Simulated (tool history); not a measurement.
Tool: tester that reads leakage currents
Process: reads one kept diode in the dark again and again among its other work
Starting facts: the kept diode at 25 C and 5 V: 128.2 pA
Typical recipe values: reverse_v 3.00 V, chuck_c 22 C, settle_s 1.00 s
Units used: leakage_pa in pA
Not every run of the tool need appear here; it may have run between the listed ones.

| run | day | reverse_v | chuck_c | settle_s | leakage_pa |
|---|---|---|---|---|---|
| 1 | 0.000 | 3.00 | 22 | 1.00 | 83.27 |
| 2 | 2.646 | 3.00 | 22 | 1.00 | 83.16 |
| 3 | 5.296 | 3.00 | 22 | 1.00 | 81.23 |
| 4 | 8.088 | 3.00 | 22 | 1.00 | 81.76 |
| 5 | 10.429 | 1.20 | 22 | 1.00 | 52.66 |
| 6 | 12.312 | 1.20 | 22 | 1.00 | 52.64 |
| 7 | 14.004 | 2.18 | 22 | 1.00 | 70.49 |
| 8 | 16.992 | 3.00 | 22 | 0.69 | 82.51 |
| 9 | 18.771 | 3.00 | 22 | 0.69 | 82.58 |
| 10 | 20.583 | 3.00 | 20 | 1.00 | 70.64 |
| 11 | 24.208 | 3.00 | 20 | 1.00 | 70.91 |
| 12 | 26.250 | 3.00 | 27 | 1.00 | 123.24 |
| 13 | 28.192 | 3.00 | 27 | 1.00 | 124.32 |
| 14 | 29.762 | 3.00 | 27 | 1.00 | 124.63 |
| 15 | 31.275 | 3.00 | 27 | 1.00 | 124.96 |
| 16 | 34.683 | 3.00 | 27 | 1.00 | 124.60 |
| 17 | 37.012 | 3.00 | 27 | 1.00 | 126.16 |
| 18 | 38.671 | 3.00 | 27 | 1.00 | 126.02 |
| 19 | 41.592 | 1.61 | 53 | 1.33 | 600.28 |
| 20 | 44.579 | 3.00 | 22 | 0.83 | 86.27 |
| 21 | 46.946 | 8.14 | 27 | 7.75 | 205.56 |
| 22 | 48.792 | 10.72 | 27 | 7.75 | 234.98 |
| 23 | 50.925 | 3.25 | 32 | 2.57 | 193.83 |
| 24 | 53.454 | 3.25 | 32 | 3.18 | 194.77 |
| 25 | 55.521 | 1.57 | 32 | 0.84 | 126.63 |
| 26 | 58.317 | 1.57 | 32 | 0.84 | 127.38 |
| 27 | 61.779 | 3.00 | 22 | 1.66 | 80.64 |
| 28 | 63.417 | 3.00 | 22 | 1.66 | 80.66 |
| 29 | 66.875 | 3.00 | 33 | 9.62 | 189.79 |
| 30 | 69.346 | 5.25 | 22 | 1.78 | 106.49 |
| 31 | 71.538 | 5.25 | 22 | 1.78 | 107.05 |
| 32 | 74.038 | 19.81 | 22 | 1.91 | 207.12 |

Missing from the log above: 3 entries noted between runs. For each, name the pair of listed runs it sits between and say how the tool's hidden condition differs from the listed run just before to the listed run just after:
Logged between run 2 and run 3: probe card cleaned and baked (day 3.029)
  stray current of the dirty probe card, pA a volt: 0.736 -> 0.039; current scale over the true one, %: 0.24 -> 0.26; true chuck temperature over the reading, C: 0.2 -> 0.23
  measured less the result without the state, leakage_pa: +3.64 -> +1.76 pA
Logged between run 16 and run 17: chuck's temperature calibrated (day 35.046)
  stray current of the dirty probe card, pA a volt: 0.145 -> 0.153; current scale over the true one, %: 0.49 -> 0.51; true chuck temperature over the reading, C: 0.62 -> 0.73
  measured less the result without the state, leakage_pa: +6.78 -> +7.96 pA
Logged between run 24 and run 25: chuck's temperature calibrated, once more (day 55.446)
  stray current of the dirty probe card, pA a volt: 0.214 -> 0.221; current scale over the true one, %: 0.64 -> 0.65; true chuck temperature over the reading, C: 0.95 -> -0.09
  measured less the result without the state, leakage_pa: +15.23 -> +0.30 pA
